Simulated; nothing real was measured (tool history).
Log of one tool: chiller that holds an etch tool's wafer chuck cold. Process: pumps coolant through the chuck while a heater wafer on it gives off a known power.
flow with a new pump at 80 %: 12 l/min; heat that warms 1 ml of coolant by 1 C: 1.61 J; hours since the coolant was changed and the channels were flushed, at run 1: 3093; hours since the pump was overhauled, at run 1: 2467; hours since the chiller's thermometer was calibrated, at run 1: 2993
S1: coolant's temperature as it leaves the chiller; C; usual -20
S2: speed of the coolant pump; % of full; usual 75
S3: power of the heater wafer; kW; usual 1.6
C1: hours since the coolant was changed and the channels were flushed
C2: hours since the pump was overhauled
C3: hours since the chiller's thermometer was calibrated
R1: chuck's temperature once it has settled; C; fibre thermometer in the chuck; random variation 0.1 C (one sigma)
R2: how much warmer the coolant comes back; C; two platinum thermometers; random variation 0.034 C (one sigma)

run	hour	S1	S2	S3	C1	C2	C3	R1	R2
1	0	-20	75	1.6	3093	2467	2993	0.6	5.65
2	33.8	-20	75	1.6	3127	2501	3027	0.6	5.59
3	63.4	-20	75	1.6	3157	2531	3057	0.6	5.61
4	121.6	-20	75	1.6	3215	2589	3115	0.6	5.61
5	185.3	-20	75	1.6	3279	2653	3178	0.7	5.66
6	227.9	-20	75	1.6	3321	2695	3221	0.7	5.62
7	257.6	-20	75	1.89	3351	2725	3251	4.5	6.66
8	300.9	-20	75	1.89	3394	2768	3294	4.4	6.66
9	348.5	-20	75	1.89	3442	2816	3342	4.7	6.67
10	392.1	-20	75	1.89	3485	2859	3385	4.5	6.76
11	434.1	-20	75	1.89	3527	2901	3427	4.9	6.75
12	488	-20	75	1.89	3581	2955	3481	4.6	6.67
# hour 493: chiller's thermometer calibrated
13	533.2	-20	75	1.89	3626	3000	40	4.7	6.76
14	596.1	-20	68	1.6	3688	3062	103	2.6	6.27
# hour 621.8: chiller's thermometer calibrated, once more
15	635.4	-20	75	1.6	3727	3101	14	1.4	5.69
16	667.8	-20	75	1.6	3759	3133	46	1.3	5.64
17	693.9	-20	75	1.6	3785	3159	72	1.6	5.75
18	740.3	-20	75	1.6	3832	3206	118	1.4	5.78
19	783.9	-16	99	1.6	3875	3249	162	1.7	4.35
20	846.2	-16	99	1.6	3938	3312	224	1.6	4.34
21	879.1	-16	99	1.6	3970	3344	257	1.9	4.43
22	908.7	-28	85	1.869	4000	3374	287	-4.9	5.93
23	959.1	-18	95	1.709	4050	3424	337	1.7	4.91
24	1018.2	-18	95	1.709	4110	3484	396	1.5	4.89
25	1045.2	-18	95	1.709	4137	3511	423	1.6	4.89
26	1078.1	-18	95	1.709	4169	3543	456	1.7	4.96
27	1131.8	-29	85	1.709	4223	3597	510	-7.7	5.51
28	1165.2	-20	75	1.128	4257	3631	543	-4.7	4.05
29	1219.4	-20	77	1.841	4311	3685	598	4.6	6.5
30	1260.9	-18	63	1.569	4352	3726	639	6.2	6.68
31	1305.8	-20	75	1.407	4397	3771	684	-0.9	5.12
32	1368.6	-13	75	1.407	4460	3834	747	6.4	5.07
33	1406.3	-16	97	0.896	4498	3872	784	-5.7	2.58

3 ways to go on from here, each from the tool as it stands after run 33. What would each give?
A	1466.4	-23	93	1.6	4558	3932	845	?	?
B	1466.4	-12	71	1.58	4558	3932	845	?	?
C	1466.4	-27	79	0.896	4558	3932	845	?	?

run	R1	R2
A	-4.1	4.7
B	10.8	6
C	-15.1	3.1
Without the tool's hidden state the same runs would have given:
run	R1	R2
A	-7.4	4.27
B	6.8	5.45
C	-17.2	2.82
